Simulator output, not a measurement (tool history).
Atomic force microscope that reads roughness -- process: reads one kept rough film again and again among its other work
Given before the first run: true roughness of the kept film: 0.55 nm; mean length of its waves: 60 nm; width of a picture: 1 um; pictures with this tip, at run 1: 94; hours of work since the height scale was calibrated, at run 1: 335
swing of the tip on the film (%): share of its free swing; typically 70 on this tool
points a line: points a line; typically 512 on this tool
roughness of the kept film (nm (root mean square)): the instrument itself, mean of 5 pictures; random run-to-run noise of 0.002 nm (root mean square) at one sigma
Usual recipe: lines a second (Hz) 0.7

run	hour	lines a second (Hz)	swing of the tip on the film (%)	points a line	pictures with this tip	hours of work since the height scale was calibrated	roughness of the kept film (nm (root mean square))
1	0	0.7	70	512	94	335	0.53
2	9.2	0.7	89	512	117	342	0.518
3	26.1	0.7	79	512	160	354	0.523
4	42.1	0.7	79	512	201	366	0.525
5	49.7	0.7	79	512	221	372	0.52
6	64.5	0.7	79	512	258	383	0.521
7	75.3	0.7	70	892	286	391	0.527
# hour 79.6: new tip fitted
8	85	0.7	70	892	14	397	0.535
9	97.9	0.7	70	512	46	407	0.532
10	109.9	1.224	70	512	77	416	0.528
11	123.4	0.7	76	512	112	426	0.53
12	134.4	0.7	76	512	140	434	0.531
13	148.1	0.7	80	512	175	444	0.522
14	163.7	0.7	70	512	214	456	0.529
15	175.6	0.7	70	512	245	464	0.526
16	186	0.7	70	512	271	472	0.528
# hour 196.1: new tip fitted
17	199.7	2.982	72	512	9	482	0.503
18	215.2	0.7	70	390	48	493	0.534
19	222.9	0.7	70	390	68	499	0.53
20	229.9	0.7	70	390	86	504	0.533
21	244.7	0.7	70	341	124	515	0.53
22	256.9	0.7	70	341	155	524	0.53
23	271.9	3.699	87	874	193	535	0.441
24	282.6	3.282	66	819	220	543	0.504
25	291.6	0.51	73	296	243	550	0.526
26	307.5	0.51	73	429	284	561	0.531
# hour 312.9: new tip fitted
27	324.6	0.51	73	429	30	574	0.535
28	336.7	2.206	70	512	61	583	0.515
29	351.9	0.7	79	338	100	594	0.525
30	363.4	1.006	70	988	129	602	0.525

What if the next run were any one of these 3? Each begins from the tool's condition after run 30:
A	373.9	1.006	58	454	156	610	?
B	373.9	1.908	84	512	156	610	?
C	373.9	0.659	70	988	156	610	?

run	roughness of the kept film (nm (root mean square))
A	0.536
B	0.493
C	0.531
With the hidden condition removed and each run's random variation left untouched, the same runs would have given:
run	roughness of the kept film (nm (root mean square))
A	0.543
B	0.498
C	0.537
